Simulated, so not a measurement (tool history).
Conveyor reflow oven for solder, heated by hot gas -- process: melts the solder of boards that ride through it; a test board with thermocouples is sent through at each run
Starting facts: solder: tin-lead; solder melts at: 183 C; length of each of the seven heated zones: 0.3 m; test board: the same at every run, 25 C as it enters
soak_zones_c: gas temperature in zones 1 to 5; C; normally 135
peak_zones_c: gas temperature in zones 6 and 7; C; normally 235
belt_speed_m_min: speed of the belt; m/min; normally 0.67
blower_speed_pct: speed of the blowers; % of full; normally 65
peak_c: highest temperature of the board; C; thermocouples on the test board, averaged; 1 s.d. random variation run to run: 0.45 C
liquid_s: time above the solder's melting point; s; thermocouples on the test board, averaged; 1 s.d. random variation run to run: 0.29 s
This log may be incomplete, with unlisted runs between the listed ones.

run	hour	soak_zones_c	peak_zones_c	belt_speed_m_min	blower_speed_pct	peak_c	liquid_s
1	0	135	235	0.67	65	216.3	38.8
2	13.3	135	234	0.67	65	215	38
3	28.1	135	234	0.67	65	215.1	38.3
4	39.6	135	234	0.67	65	214.7	38.5
5	48.1	135	231	0.67	65	212.5	36.8
6	61.9	135	231	0.67	65	212.6	36.7
7	75	135	231	0.67	65	212.3	37.3
8	91.5	135	231	0.67	65	212.1	37.1
9	99.5	135	231	0.67	65	211.7	36.7
10	107.1	135	248	0.67	65	227.3	44.2
11	118.3	135	248	0.67	65	227	44.7
12	128.7	135	248	0.67	65	226	44.5

What does the tool deliver on the next run?
13	137.7	122	231	0.739	82	?	?

peak_c: 210.9 C
liquid_s: 29.8 s
With no hidden state in the tool, this same run would have given peak_c 211.4 C, liquid_s 29.9 s.

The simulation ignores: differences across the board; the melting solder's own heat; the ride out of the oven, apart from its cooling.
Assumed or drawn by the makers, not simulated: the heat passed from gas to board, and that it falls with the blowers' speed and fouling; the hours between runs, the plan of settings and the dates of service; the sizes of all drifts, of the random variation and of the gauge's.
